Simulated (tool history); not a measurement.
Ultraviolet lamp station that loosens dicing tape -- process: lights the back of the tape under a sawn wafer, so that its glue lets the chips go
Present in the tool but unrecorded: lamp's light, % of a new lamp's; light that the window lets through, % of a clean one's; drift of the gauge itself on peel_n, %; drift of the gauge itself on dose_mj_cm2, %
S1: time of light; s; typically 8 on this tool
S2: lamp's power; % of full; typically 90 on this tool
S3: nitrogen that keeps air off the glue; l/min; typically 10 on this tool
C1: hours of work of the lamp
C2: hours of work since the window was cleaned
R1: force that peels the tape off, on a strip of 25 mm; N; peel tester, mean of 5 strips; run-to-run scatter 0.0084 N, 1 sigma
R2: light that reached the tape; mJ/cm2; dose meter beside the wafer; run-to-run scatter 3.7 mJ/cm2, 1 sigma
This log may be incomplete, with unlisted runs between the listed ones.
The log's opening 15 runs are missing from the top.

{"run": 16, "day": 22.012, "S1": 10, "S2": 84, "S3": 3, "C1": 1208, "C2": 123, "R1": 1.706, "R2": 458}
{"run": 17, "day": 23.583, "S1": 13, "S2": 90, "S3": 8, "C1": 1232, "C2": 148, "R1": 0.4, "R2": 623}
{"run": 18, "day": 25.242, "S1": 8, "S2": 91, "S3": 10, "C1": 1258, "C2": 174, "R1": 1.03, "R2": 378}
{"run": 19, "day": 26.267, "S1": 9, "S2": 77, "S3": 10, "C1": 1274, "C2": 189, "R1": 1.157, "R2": 359}
{"day": 27.471, "done": "window cleaned of glue's vapour"}
{"run": 20, "day": 27.971, "S1": 8, "S2": 85, "S3": 3, "C1": 1300, "C2": 8, "R1": 2.206, "R2": 382}
{"run": 21, "day": 29.567, "S1": 14, "S2": 90, "S3": 6, "C1": 1325, "C2": 33, "R1": 0.432, "R2": 694}
{"run": 22, "day": 30.721, "S1": 14, "S2": 90, "S3": 6, "C1": 1343, "C2": 51, "R1": 0.428, "R2": 686}
{"run": 23, "day": 32.592, "S1": 14, "S2": 90, "S3": 6, "C1": 1372, "C2": 80, "R1": 0.461, "R2": 660}

Estimate the outcome of run 24 from the log above:
{"run": 24, "day": 34.467, "S1": 8, "S2": 90, "S3": 4, "C1": 1401, "C2": 109, "R1": "?", "R2": "?"}

Run 24 came out at R1 1.949 N, R2 368 mJ/cm2.
Minus the tool's unlogged condition, the same run would have read R1 0.773 N, R2 621 mJ/cm2.
